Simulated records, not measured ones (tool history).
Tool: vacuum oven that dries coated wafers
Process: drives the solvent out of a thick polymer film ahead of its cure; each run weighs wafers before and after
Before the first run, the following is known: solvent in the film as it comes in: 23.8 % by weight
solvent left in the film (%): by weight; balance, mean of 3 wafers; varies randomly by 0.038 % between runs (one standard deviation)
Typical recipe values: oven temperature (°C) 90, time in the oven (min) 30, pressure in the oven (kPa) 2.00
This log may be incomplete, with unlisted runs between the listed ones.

run	hour	oven temperature (°C)	time in the oven (min)	pressure in the oven (kPa)	solvent left in the film (%)
1	0.0	90	30	2.00	6.07
2	75.5	90	30	2.00	6.09
3	160.5	90	30	2.00	6.04
4	248.0	90	30	2.00	6.07
5	308.4	90	30	2.00	6.05
6	402.6	90	30	2.00	6.05
7	476.8	90	30	2.00	5.96
8	532.2	90	30	2.00	5.96
9	616.8	90	30	2.00	5.97
10	663.6	90	30	2.00	5.98
11	714.8	102	30	2.00	2.86
12	791.1	102	30	2.00	2.86
13	886.1	102	30	2.00	2.91
14	936.5	102	30	2.00	2.93
# hour 969.5: oven's thermocouples calibrated
15	1024.4	102	30	2.00	3.04
16	1112.1	90	30	1.66	5.99
17	1204.4	90	26	2.00	7.00
18	1255.5	90	26	2.00	7.08
19	1300.8	90	26	2.00	7.09
20	1381.0	90	26	2.00	7.09
21	1437.6	90	19	6.36	11.91
22	1524.1	98	51	1.27	1.71
23	1564.4	98	51	1.27	1.76
24	1651.3	98	51	1.27	1.71
25	1738.8	99	23	1.22	4.58
26	1793.4	99	23	1.22	4.53
27	1892.4	93	30	4.36	7.04
28	1976.8	93	30	4.36	7.06
29	2033.1	93	30	4.36	7.06
30	2131.2	94	45	2.23	3.44
31	2180.5	94	45	2.23	3.44
32	2265.6	98	45	2.23	2.62
33	2337.5	98	45	2.23	2.62
34	2404.9	98	45	2.23	2.64
35	2468.3	76	16	1.66	14.22
36	2517.3	80	16	1.66	13.01
37	2583.1	80	16	1.66	12.93
38	2629.2	99	40	1.66	2.37
39	2714.8	99	21	7.06	8.44

Consider 4 possible next runs. They are alternatives, not a sequence: every one starts from the tool as it was left by run 39. What does each give?
A	2801.1	90	22	2.00	?
B	2801.1	97	21	2.00	?
C	2801.1	90	33	2.77	?
D	2801.1	79	21	7.06	?

run	solvent left in the film (%)
A	8.01
B	6.08
C	6.34
D	16.48
The same runs, with their run-to-run variation unchanged, on a tool lacking any hidden condition would have given:
run	solvent left in the film (%)
A	7.97
B	6.06
C	6.23
D	16.44
